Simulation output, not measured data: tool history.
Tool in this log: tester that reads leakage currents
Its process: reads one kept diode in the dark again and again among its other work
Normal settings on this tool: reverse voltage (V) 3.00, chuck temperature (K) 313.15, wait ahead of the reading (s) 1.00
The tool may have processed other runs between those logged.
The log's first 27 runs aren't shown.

run	hour	reverse voltage (V)	chuck temperature (K)	wait ahead of the reading (s)	current that the tester gives (pA)
28	832.5	11.91	305.15	0.32	360.35
29	875.3	10.39	305.15	1.80	341.51
30	896.7	8.01	324.15	6.48	1394.52
31	939.0	15.61	296.15	1.08	181.83
32	975.1	1.95	304.15	1.08	180.81
33	1004.0	1.95	304.15	1.08	179.68
34	1035.7	1.20	304.15	1.08	153.56
35	1061.4	5.95	307.15	4.16	332.27
36	1086.7	3.00	313.15	5.72	432.22
37	1105.7	3.00	313.15	5.72	431.18
38	1137.4	3.42	313.15	5.72	446.39
39	1172.6	3.00	311.15	1.00	366.04

Below are 3 alternative next runs, each starting from the tool's condition after run 39. Predict each:
A	1200.9	3.00	320.15	1.00	?
B	1200.9	3.00	297.15	1.20	?
C	1200.9	1.85	313.15	0.34	?

run	current that the tester gives (pA)
A	737.45
B	112.18
C	365.62
Stripped of hidden state, with their random variation kept, the same runs would have yielded:
run	current that the tester gives (pA)
A	762.73
B	116.16
C	378.60

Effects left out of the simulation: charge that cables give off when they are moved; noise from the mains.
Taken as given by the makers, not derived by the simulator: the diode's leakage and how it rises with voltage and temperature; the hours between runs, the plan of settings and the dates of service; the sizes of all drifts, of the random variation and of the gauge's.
